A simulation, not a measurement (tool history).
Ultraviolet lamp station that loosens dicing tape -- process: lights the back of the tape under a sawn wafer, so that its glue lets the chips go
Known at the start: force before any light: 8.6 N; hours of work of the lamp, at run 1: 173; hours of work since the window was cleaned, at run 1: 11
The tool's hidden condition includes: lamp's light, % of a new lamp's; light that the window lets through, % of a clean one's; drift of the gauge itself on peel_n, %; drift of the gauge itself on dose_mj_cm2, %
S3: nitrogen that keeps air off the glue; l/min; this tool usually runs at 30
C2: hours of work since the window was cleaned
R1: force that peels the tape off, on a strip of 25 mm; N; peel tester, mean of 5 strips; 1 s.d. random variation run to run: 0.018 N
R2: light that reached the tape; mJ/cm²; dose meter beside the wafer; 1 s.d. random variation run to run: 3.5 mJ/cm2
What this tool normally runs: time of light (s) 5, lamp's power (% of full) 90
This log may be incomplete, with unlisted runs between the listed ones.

{"run": 1, "hour": 0.0, "time of light (s)": 5, "lamp's power (% of full)": 90, "S3": 30, "hours of work of the lamp": 173, "C2": 11, "R1": 0.986, "R2": 556}
{"run": 2, "hour": 71.0, "time of light (s)": 5, "lamp's power (% of full)": 90, "S3": 30, "hours of work of the lamp": 216, "C2": 53, "R1": 0.988, "R2": 534}
{"run": 3, "hour": 151.9, "time of light (s)": 5, "lamp's power (% of full)": 90, "S3": 30, "hours of work of the lamp": 264, "C2": 102, "R1": 1.09, "R2": 521}
{"run": 4, "hour": 199.7, "time of light (s)": 5, "lamp's power (% of full)": 90, "S3": 30, "hours of work of the lamp": 293, "C2": 131, "R1": 1.169, "R2": 504}
{"run": 5, "hour": 265.7, "time of light (s)": 5, "lamp's power (% of full)": 90, "S3": 30, "hours of work of the lamp": 332, "C2": 170, "R1": 1.204, "R2": 485}
{"hour": 344.2, "done": "window cleaned of glue's vapour"}
{"run": 6, "hour": 358.2, "time of light (s)": 5, "lamp's power (% of full)": 90, "S3": 30, "hours of work of the lamp": 388, "C2": 8, "R1": 0.999, "R2": 531}
{"run": 7, "hour": 461.6, "time of light (s)": 5, "lamp's power (% of full)": 90, "S3": 30, "hours of work of the lamp": 450, "C2": 70, "R1": 1.157, "R2": 500}
{"run": 8, "hour": 542.1, "time of light (s)": 5, "lamp's power (% of full)": 90, "S3": 30, "hours of work of the lamp": 498, "C2": 119, "R1": 1.243, "R2": 481}
{"run": 9, "hour": 631.6, "time of light (s)": 5, "lamp's power (% of full)": 88, "S3": 30, "hours of work of the lamp": 552, "C2": 172, "R1": 1.383, "R2": 449}
{"run": 10, "hour": 675.0, "time of light (s)": 3, "lamp's power (% of full)": 88, "S3": 30, "hours of work of the lamp": 578, "C2": 199, "R1": 2.901, "R2": 258}
{"hour": 707.4, "done": "window cleaned of glue's vapour"}
{"run": 11, "hour": 774.7, "time of light (s)": 3, "lamp's power (% of full)": 88, "S3": 30, "hours of work of the lamp": 637, "C2": 40, "R1": 2.484, "R2": 286}
{"run": 12, "hour": 860.3, "time of light (s)": 3, "lamp's power (% of full)": 88, "S3": 24, "hours of work of the lamp": 689, "C2": 92, "R1": 3.052, "R2": 278}
{"run": 13, "hour": 945.7, "time of light (s)": 3, "lamp's power (% of full)": 88, "S3": 24, "hours of work of the lamp": 740, "C2": 143, "R1": 3.242, "R2": 266}
{"run": 14, "hour": 1029.2, "time of light (s)": 5, "lamp's power (% of full)": 90, "S3": 30, "hours of work of the lamp": 790, "C2": 193, "R1": 1.448, "R2": 429}
{"hour": 1069.8, "done": "window cleaned of glue's vapour"}
{"run": 15, "hour": 1121.3, "time of light (s)": 5, "lamp's power (% of full)": 90, "S3": 30, "hours of work of the lamp": 845, "C2": 31, "R1": 1.223, "R2": 470}
{"run": 16, "hour": 1204.1, "time of light (s)": 5, "lamp's power (% of full)": 90, "S3": 30, "hours of work of the lamp": 895, "C2": 81, "R1": 1.311, "R2": 451}
{"run": 17, "hour": 1247.5, "time of light (s)": 2, "lamp's power (% of full)": 90, "S3": 30, "hours of work of the lamp": 921, "C2": 107, "R1": 3.882, "R2": 181}
{"run": 18, "hour": 1293.5, "time of light (s)": 5, "lamp's power (% of full)": 68, "S3": 30, "hours of work of the lamp": 948, "C2": 134, "R1": 2.227, "R2": 329}
{"run": 19, "hour": 1347.7, "time of light (s)": 5, "lamp's power (% of full)": 68, "S3": 30, "hours of work of the lamp": 981, "C2": 167, "R1": 2.373, "R2": 321}
{"run": 20, "hour": 1411.3, "time of light (s)": 5, "lamp's power (% of full)": 68, "S3": 30, "hours of work of the lamp": 1019, "C2": 205, "R1": 2.331, "R2": 313}
{"hour": 1435.0, "done": "window cleaned of glue's vapour"}
{"run": 21, "hour": 1458.8, "time of light (s)": 6, "lamp's power (% of full)": 90, "S3": 17, "hours of work of the lamp": 1047, "C2": 14, "R1": 1.485, "R2": 542}
{"run": 22, "hour": 1546.0, "time of light (s)": 7, "lamp's power (% of full)": 70, "S3": 17, "hours of work of the lamp": 1100, "C2": 67, "R1": 1.806, "R2": 475}
{"run": 23, "hour": 1589.6, "time of light (s)": 5, "lamp's power (% of full)": 90, "S3": 11, "hours of work of the lamp": 1126, "C2": 93, "R1": 2.762, "R2": 429}
{"run": 24, "hour": 1645.3, "time of light (s)": 5, "lamp's power (% of full)": 90, "S3": 11, "hours of work of the lamp": 1159, "C2": 126, "R1": 2.772, "R2": 411}
{"run": 25, "hour": 1689.1, "time of light (s)": 5, "lamp's power (% of full)": 90, "S3": 11, "hours of work of the lamp": 1185, "C2": 152, "R1": 2.956, "R2": 403}
{"run": 26, "hour": 1767.4, "time of light (s)": 5, "lamp's power (% of full)": 90, "S3": 11, "hours of work of the lamp": 1232, "C2": 199, "R1": 3.084, "R2": 387}
{"hour": 1796.1, "done": "window cleaned of glue's vapour"}
{"run": 27, "hour": 1810.9, "time of light (s)": 4, "lamp's power (% of full)": 69, "S3": 26, "hours of work of the lamp": 1258, "C2": 9, "R1": 2.975, "R2": 263}
{"run": 28, "hour": 1897.2, "time of light (s)": 2, "lamp's power (% of full)": 84, "S3": 10, "hours of work of the lamp": 1310, "C2": 61, "R1": 5.907, "R2": 158}
{"run": 29, "hour": 1947.6, "time of light (s)": 8, "lamp's power (% of full)": 90, "S3": 50, "hours of work of the lamp": 1340, "C2": 91, "R1": 0.48, "R2": 648}
{"run": 30, "hour": 2002.4, "time of light (s)": 8, "lamp's power (% of full)": 90, "S3": 50, "hours of work of the lamp": 1373, "C2": 124, "R1": 0.522, "R2": 627}
{"run": 31, "hour": 2069.7, "time of light (s)": 8, "lamp's power (% of full)": 90, "S3": 50, "hours of work of the lamp": 1414, "C2": 164, "R1": 0.543, "R2": 601}
{"hour": 2159.1, "done": "window cleaned of glue's vapour"}
{"run": 32, "hour": 2168.8, "time of light (s)": 5, "lamp's power (% of full)": 90, "S3": 37, "hours of work of the lamp": 1473, "C2": 6, "R1": 1.39, "R2": 412}
{"run": 33, "hour": 2257.7, "time of light (s)": 5, "lamp's power (% of full)": 90, "S3": 11, "hours of work of the lamp": 1526, "C2": 59, "R1": 2.983, "R2": 392}
{"run": 34, "hour": 2323.1, "time of light (s)": 3, "lamp's power (% of full)": 77, "S3": 15, "hours of work of the lamp": 1565, "C2": 98, "R1": 4.7, "R2": 194}
{"run": 35, "hour": 2372.1, "time of light (s)": 4, "lamp's power (% of full)": 97, "S3": 48, "hours of work of the lamp": 1595, "C2": 128, "R1": 1.828, "R2": 319}
{"run": 36, "hour": 2475.0, "time of light (s)": 4, "lamp's power (% of full)": 97, "S3": 48, "hours of work of the lamp": 1656, "C2": 190, "R1": 2.015, "R2": 300}
{"hour": 2521.4, "done": "window cleaned of glue's vapour"}
{"run": 37, "hour": 2521.4, "time of light (s)": 6, "lamp's power (% of full)": 81, "S3": 28, "hours of work of the lamp": 1684, "C2": 0, "R1": 1.58, "R2": 423}
{"run": 38, "hour": 2611.5, "time of light (s)": 6, "lamp's power (% of full)": 81, "S3": 28, "hours of work of the lamp": 1738, "C2": 54, "R1": 1.759, "R2": 402}
{"run": 39, "hour": 2705.0, "time of light (s)": 5, "lamp's power (% of full)": 79, "S3": 11, "hours of work of the lamp": 1794, "C2": 110, "R1": 3.741, "R2": 310}
{"hour": 2803.2, "done": "lamp changed"}
{"run": 40, "hour": 2805.6, "time of light (s)": 5, "lamp's power (% of full)": 79, "S3": 11, "hours of work of the lamp": 1, "C2": 170, "R1": 2.514, "R2": 452}

Consider 5 possible next runs. They are alternatives, not a sequence: every one starts from the tool as it was left by run 40. What does each give?
{"hour": 2885.8, "done": "window cleaned of glue's vapour"}
{"run": "A", "hour": 2887.5, "time of light (s)": 9, "lamp's power (% of full)": 65, "S3": 17, "hours of work of the lamp": 50, "C2": 1, "R1": "?", "R2": "?"}
{"hour": 2885.8, "done": "window cleaned of glue's vapour"}
{"run": "B", "hour": 2887.5, "time of light (s)": 8, "lamp's power (% of full)": 63, "S3": 23, "hours of work of the lamp": 50, "C2": 1, "R1": "?", "R2": "?"}
{"hour": 2885.8, "done": "window cleaned of glue's vapour"}
{"run": "C", "hour": 2887.5, "time of light (s)": 5, "lamp's power (% of full)": 70, "S3": 59, "hours of work of the lamp": 50, "C2": 1, "R1": "?", "R2": "?"}
{"hour": 2885.8, "done": "window cleaned of glue's vapour"}
{"run": "D", "hour": 2887.5, "time of light (s)": 5, "lamp's power (% of full)": 61, "S3": 30, "hours of work of the lamp": 50, "C2": 1, "R1": "?", "R2": "?"}
{"hour": 2885.8, "done": "window cleaned of glue's vapour"}
{"run": "E", "hour": 2887.5, "time of light (s)": 3, "lamp's power (% of full)": 69, "S3": 15, "hours of work of the lamp": 50, "C2": 1, "R1": "?", "R2": "?"}

run=A R1=0.861 R2=738
run=B R1=0.892 R2=639
run=C R1=0.893 R2=444
run=D R1=1.734 R2=385
run=E R1=3.776 R2=263
With the hidden condition removed and each run's random variation left untouched, the same runs would have given:
run=A R1=0.819 R2=757
run=B R1=0.849 R2=656
run=C R1=0.850 R2=455
run=D R1=1.669 R2=394
run=E R1=3.699 R2=270
